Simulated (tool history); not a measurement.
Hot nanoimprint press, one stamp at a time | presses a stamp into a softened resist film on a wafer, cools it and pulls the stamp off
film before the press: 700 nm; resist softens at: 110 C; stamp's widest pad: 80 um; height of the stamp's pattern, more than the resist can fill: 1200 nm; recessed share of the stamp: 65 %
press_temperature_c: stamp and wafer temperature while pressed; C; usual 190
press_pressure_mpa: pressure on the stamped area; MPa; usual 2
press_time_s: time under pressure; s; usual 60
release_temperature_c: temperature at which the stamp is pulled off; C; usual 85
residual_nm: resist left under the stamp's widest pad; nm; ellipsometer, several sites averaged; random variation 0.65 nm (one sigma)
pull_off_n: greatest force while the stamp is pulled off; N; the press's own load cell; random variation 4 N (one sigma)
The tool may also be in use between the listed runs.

run,hour,press_temperature_c,press_pressure_mpa,press_time_s,release_temperature_c,residual_nm,pull_off_n
1,0,190,2,60,85,248.5,196
2,18.7,190,2,60,85,247.3,186
3,36.6,190,2,60,85,248.4,195
4,53.4,190,2,60,85,247.6,190
5,85.5,190,2,60,85,248,189
6,115.4,190,2,60,90,248.1,185
# hour 150.2: press's hydraulic seals changed and the load cell set to zero
7,150.3,190,2,60,71,247.8,227
8,170.8,190,2,60,71,247.5,220
# hour 190.7: stamp cleaned and given a new release coat
9,213.1,190,2,60,71,247.8,227
10,234.9,190,2,60,71,247.9,219
11,259.1,190,2,60,85,248.3,195
12,280.1,196,2,60,85,202.4,199
13,304,196,2,60,85,202.1,196
14,333,190,1.51,60,85,284.8,191
15,355.1,190,1.51,60,85,282.8,196
16,371.4,190,2.28,68,85,221.3,191
17,394.2,190,2.28,68,85,219.9,193
18,423.9,190,2.28,68,85,219.9,193
19,447.8,198,2,96,85,155.4,198
20,474.3,198,2,96,85,155.2,185
21,492.5,179,1.51,60,71,406.5,229
22,518.1,179,1.51,60,79,406.1,206
23,551.7,190,2,41,90,287.2,173
# hour 579.1: plate thermocouple calibrated
24,589.1,190,1.42,31,92,372.9,180
25,607.3,190,1.6,96,72,229.1,218
26,627.8,190,1.6,96,72,228.7,232
27,656.1,192,2,69,85,219.1,202
28,682.9,187,1.72,93,81,249,201
29,719.5,190,2,62,72,245.2,217

Forecast each of these 5 alternatives for the next run:
A,737.2,190,1.52,47,89,?,?
B,737.2,189,2,60,85,?,?
C,737.2,190,2,62,82,?,?
D,737.2,190,2,108,85,?,?
E,737.2,198,2,52,82,?,?

run,residual_nm,pull_off_n
A,310.1,185
B,256.1,192
C,244.7,200
D,194.6,197
E,202.7,198
Without the tool's hidden state the same runs would have given:
run,residual_nm,pull_off_n
A,310.1,183
B,256.1,190
C,244.7,198
D,194.6,194
E,202.7,196

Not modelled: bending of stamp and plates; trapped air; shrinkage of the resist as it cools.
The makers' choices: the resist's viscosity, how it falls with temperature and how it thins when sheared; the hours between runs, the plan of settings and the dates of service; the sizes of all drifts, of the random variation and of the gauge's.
